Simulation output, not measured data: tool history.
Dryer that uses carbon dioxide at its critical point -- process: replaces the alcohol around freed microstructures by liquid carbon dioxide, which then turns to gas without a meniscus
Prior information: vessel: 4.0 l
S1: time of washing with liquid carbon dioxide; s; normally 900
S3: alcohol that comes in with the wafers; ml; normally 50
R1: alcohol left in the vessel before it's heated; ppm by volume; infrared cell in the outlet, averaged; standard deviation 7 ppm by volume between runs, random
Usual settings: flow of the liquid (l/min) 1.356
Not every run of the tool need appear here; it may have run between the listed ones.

Run 1, hour 0: usual settings. Result: R1 477 ppm by volume.
Run 2, hour 10.1: usual settings. Result: R1 483 ppm by volume.
Run 3, hour 19.7: usual settings. Result: R1 486 ppm by volume.
Run 4, hour 39.2: usual settings. Result: R1 491 ppm by volume.
Run 5, hour 54.5: usual settings but S1 720 s. Result: R1 888 ppm by volume.
Run 6, hour 71.8: usual settings but S1 720 s. Result: R1 887 ppm by volume.
Run 7, hour 92.3: usual settings but S1 720 s, S3 22 ml. Result: R1 463 ppm by volume.
Run 8, hour 101.4: usual settings but S1 720 s, S3 22 ml. Result: R1 465 ppm by volume.
Run 9, hour 114.1: usual settings but S1 720 s, S3 22 ml. Result: R1 460 ppm by volume.
Run 10, hour 129.5: usual settings. Result: R1 507 ppm by volume.
Run 11, hour 140.9: usual settings but S1 780 s, S3 86 ml. Result: R1 1222 ppm by volume.
Run 12, hour 150.2: usual settings but flow of the liquid (l/min) 2.24, S3 22 ml. Result: R1 136 ppm by volume.
Run 13, hour 163.9: usual settings but flow of the liquid (l/min) 2.24, S3 22 ml. Result: R1 137 ppm by volume.
Run 14, hour 181.9: usual settings but flow of the liquid (l/min) 1.46, S3 55 ml. Result: R1 442 ppm by volume.
Run 15, hour 191.9: usual settings but flow of the liquid (l/min) 1.46, S3 55 ml. Result: R1 449 ppm by volume.
Run 16, hour 207.6: usual settings but S1 720 s. Result: R1 927 ppm by volume.
Run 17, hour 217.4: usual settings but S1 780 s, flow of the liquid (l/min) 1.31, S3 28 ml. Result: R1 527 ppm by volume.
Run 18, hour 231.9: usual settings but S1 1080 s, flow of the liquid (l/min) 1.03, S3 42 ml. Result: R1 607 ppm by volume.
Run 19, hour 247.5: usual settings but S1 1080 s, flow of the liquid (l/min) 1.03, S3 65 ml. Result: R1 874 ppm by volume.

Consider 5 possible next runs. They are alternatives, not a sequence: every one starts from the tool as it was left by run 19. What does each give?
Run A, hour 257.5: usual settings but S1 1140 s, flow of the liquid (l/min) 1.03, S3 65 ml. Result: R1 ?.
Run B, hour 257.5: usual settings but S1 720 s, S3 55 ml. Result: R1 ?.
Run C, hour 257.5: usual settings but S3 37 ml. Result: R1 ?.
Run D, hour 257.5: usual settings but S1 1320 s, flow of the liquid (l/min) 1.13, S3 48 ml. Result: R1 ?.
Run E, hour 257.5: usual settings but S1 1140 s, flow of the liquid (l/min) 2.2, S3 69 ml. Result: R1 ?.

run    R1
  A   757
  B  1014
  C   421
  D   327
  E   139
Stripped of hidden state, with their random variation kept, the same runs would have yielded:
run   R1
  A  497
  B  726
  C  233
  D  152
  E   11
